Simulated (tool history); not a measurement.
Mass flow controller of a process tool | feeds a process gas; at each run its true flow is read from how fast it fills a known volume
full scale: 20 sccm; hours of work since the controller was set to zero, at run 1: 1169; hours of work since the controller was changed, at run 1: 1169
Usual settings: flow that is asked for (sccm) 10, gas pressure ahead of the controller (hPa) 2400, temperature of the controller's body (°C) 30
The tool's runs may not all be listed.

| run | hour | flow that is asked for (sccm) | gas pressure ahead of the controller (hPa) | temperature of the controller's body (°C) | hours of work since the controller was set to zero | hours of work since the controller was changed | true flow (%) |
|---|---|---|---|---|---|---|---|
| 1 | 0.0 | 10 | 2400 | 30 | 1169 | 1169 | 99.48 |
| 2 | 66.1 | 10 | 2400 | 30 | 1201 | 1201 | 99.52 |
| 3 | 126.2 | 10 | 2400 | 30 | 1230 | 1230 | 99.63 |
| 4 | 226.0 | 10 | 2400 | 30 | 1278 | 1278 | 99.67 |
| 5 | 277.5 | 10 | 2400 | 30 | 1303 | 1303 | 99.69 |
| 6 | 361.8 | 12 | 2400 | 30 | 1344 | 1344 | 99.90 |
| 7 | 450.6 | 10 | 2400 | 34 | 1387 | 1387 | 100.07 |
| 8 | 494.6 | 10 | 2660 | 30 | 1408 | 1408 | 99.75 |
| 9 | 548.1 | 3 | 2400 | 30 | 1434 | 1434 | 99.42 |
| 10 | 608.5 | 3 | 2400 | 30 | 1463 | 1463 | 99.38 |
| 11 | 692.0 | 3 | 2400 | 24 | 1503 | 1503 | 98.93 |
| 12 | 759.3 | 3 | 2400 | 24 | 1536 | 1536 | 98.96 |
| 13 | 854.1 | 10 | 2400 | 30 | 1581 | 1581 | 100.25 |
| 14 | 904.3 | 10 | 2400 | 30 | 1606 | 1606 | 100.13 |
| 15 | 957.9 | 10 | 2400 | 30 | 1632 | 1632 | 100.14 |
| 16 | 1021.2 | 10 | 2400 | 30 | 1662 | 1662 | 100.32 |
| 17 | 1118.3 | 10 | 2400 | 30 | 1709 | 1709 | 100.42 |
| 18 | 1178.9 | 10 | 2400 | 30 | 1738 | 1738 | 100.49 |
| 19 | 1256.4 | 10 | 2400 | 30 | 1776 | 1776 | 100.41 |
| 20 | 1334.5 | 14 | 2400 | 22 | 1813 | 1813 | 100.05 |
| 21 | 1392.3 | 8 | 2580 | 35 | 1841 | 1841 | 100.80 |
| 22 | 1486.9 | 18 | 1630 | 32 | 1887 | 1887 | 101.88 |
| 23 | 1564.4 | 17 | 2250 | 38 | 1924 | 1924 | 102.04 |
| 24 | 1664.1 | 20 | 1430 | 26 | 1973 | 1973 | 101.80 |
| 25 | 1744.7 | 19 | 1770 | 32 | 2012 | 2012 | 102.14 |
| 26 | 1823.4 | 19 | 1770 | 32 | 2050 | 2050 | 102.23 |
| 27 | 1900.6 | 19 | 1770 | 38 | 2087 | 2087 | 102.92 |
| 28 | 1962.9 | 5 | 1680 | 38 | 2117 | 2117 | 101.99 |
| 29 | 2027.5 | 3 | 1560 | 29 | 2148 | 2148 | 101.12 |

Some steps in true flow (%) between neighbouring runs. How much of each would the tool show without its hidden state too (settings, what came in, random variation), and how much is left for the hidden state, with any gauge scatter that isn't in both results?
The hidden state here: flow at rest that the sensor doesn't see, % of full scale; true flow over the shown one, %; drift of the gauge itself on true_pct, %.
Run 3 -> 4: no setting changed, nothing entered. true flow (%) +0.04: hidden state +0.08, all else -0.04.
Run 12 -> 13: flow that is asked for (sccm) 3 -> 10, temperature of the controller's body (°C) 24 -> 30. true flow (%) +1.29: hidden state +0.07, all else +1.22.
Run 16 -> 17: no setting changed, nothing entered. true flow (%) +0.10: hidden state +0.08, all else +0.02.
Run 21 -> 22: flow that is asked for (sccm) 8 -> 18, gas pressure ahead of the controller (hPa) 2580 -> 1630, temperature of the controller's body (°C) 35 -> 32. true flow (%) +1.08: hidden state +0.08, all else +1.00.
